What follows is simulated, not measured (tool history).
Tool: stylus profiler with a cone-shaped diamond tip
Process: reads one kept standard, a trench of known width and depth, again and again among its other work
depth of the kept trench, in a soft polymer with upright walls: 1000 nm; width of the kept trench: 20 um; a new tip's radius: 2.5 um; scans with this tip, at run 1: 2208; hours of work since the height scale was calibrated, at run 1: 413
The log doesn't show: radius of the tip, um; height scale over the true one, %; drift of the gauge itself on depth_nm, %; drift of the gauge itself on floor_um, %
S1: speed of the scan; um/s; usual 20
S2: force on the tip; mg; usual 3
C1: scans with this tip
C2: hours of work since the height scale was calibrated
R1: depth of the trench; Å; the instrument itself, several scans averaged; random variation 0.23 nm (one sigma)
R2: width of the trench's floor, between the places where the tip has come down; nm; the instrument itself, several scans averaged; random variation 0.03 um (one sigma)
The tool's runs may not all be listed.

run   hour  S1    S2    C1    C2       R1     R2
  1      0  20     3  2208   413  10162.6  15920
  2   15.9  20  6.07  2268   425  10259.2  15980
  3   29.2  20  6.07  2318   434  10256.8  15970
  4   46.6  20  6.07  2383   446    10259  16010
  5   61.9  20  6.07  2440   457  10261.8  15960
  6   77.6  20  1.12  2499   468  10083.3  15950
  7  104.3   8     3  2599   487  10160.9  15970
  8  128.5   8     3  2690   504  10159.1  16020
  9    156   8     3  2793   523  10161.7  16030
 10  180.6   8     3  2885   540  10160.8  15990
 11  198.8   8     3  2953   553  10164.1  16040
 12  222.3   8     3  3041   569  10163.4  15970
 13    250  20     3  3146   589  10161.1  15900
 14  265.8  20     3  3205   600  10161.2  15930
 15  280.5  20  1.44  3260   610  10097.7  15990
 16  307.8  25     3  3362   629  10168.3  15930
 17  335.9  25  1.05  3467   649  10076.7  15950
 18  363.2  72     3  3570   668  10160.8  15850
 19  380.4  72     3  3634   680  10164.8  15870
 20    392  72     3  3678   689  10158.1  15840
 21  413.9  72     3  3760   704  10163.5  15910
 22  427.7  72     3  3812   714  10162.3  15890
 23  449.6  72     3  3894   729  10160.2  15890
 24  469.2  72     3  3967   743  10162.8  15810
 25  491.1  72     3  4049   758  10162.3  15830
 26  510.6  35     3  4123   772  10163.1  15950
 27  538.1  77  1.51  4226   791    10098  15790
 28  550.6   6  1.26  4272   800  10090.9  15980
 29  571.8   6  1.26  4352   815  10089.1  15940
 30  590.5  10  8.32  4422   828  10323.5  15940
 31  612.1  13     3  4503   843  10160.2  15940
 32  634.1   5  2.52  4585   858  10142.6  16020
 33  655.6   7  2.94  4666   874  10161.9  16000
 34  679.9   7  2.94  4757   891  10157.9  15970
 35  699.4   6  1.18  4830   904  10090.9  15950
 36  714.1   6  1.18  4885   915  10089.7  15930
 37  730.6  12  1.41  4947   926  10100.3  15930
 38  744.9  12  1.41  5001   936    10098  15970
 39  764.5  71  2.96  5075   950  10160.6  15900
 40  789.6  71  2.96  5169   968  10162.8  15830
 41  816.3  20  1.31  5269   986  10091.8  15950
 42  841.3  12  4.43  5362  1004  10210.6  15980
       850  -- height scale calibrated on a step standard
 43  870.2   8     3  5469    14  10161.4  15910
 44    884   6     3  5521    24  10163.5  15980
 45  895.9   6     3  5565    32  10161.5  16000
 46  911.2  67  1.57  5623    43  10106.2  15860
 47  934.4  67  1.57  5710    59  10105.5  15850

Hidden state at the last listed run before each entry between runs and at the first one after, where it differs:
Between runs 42 and 43: height scale calibrated on a step standard (hour 850)
  height scale over the true one, %: 0.001 -> 0
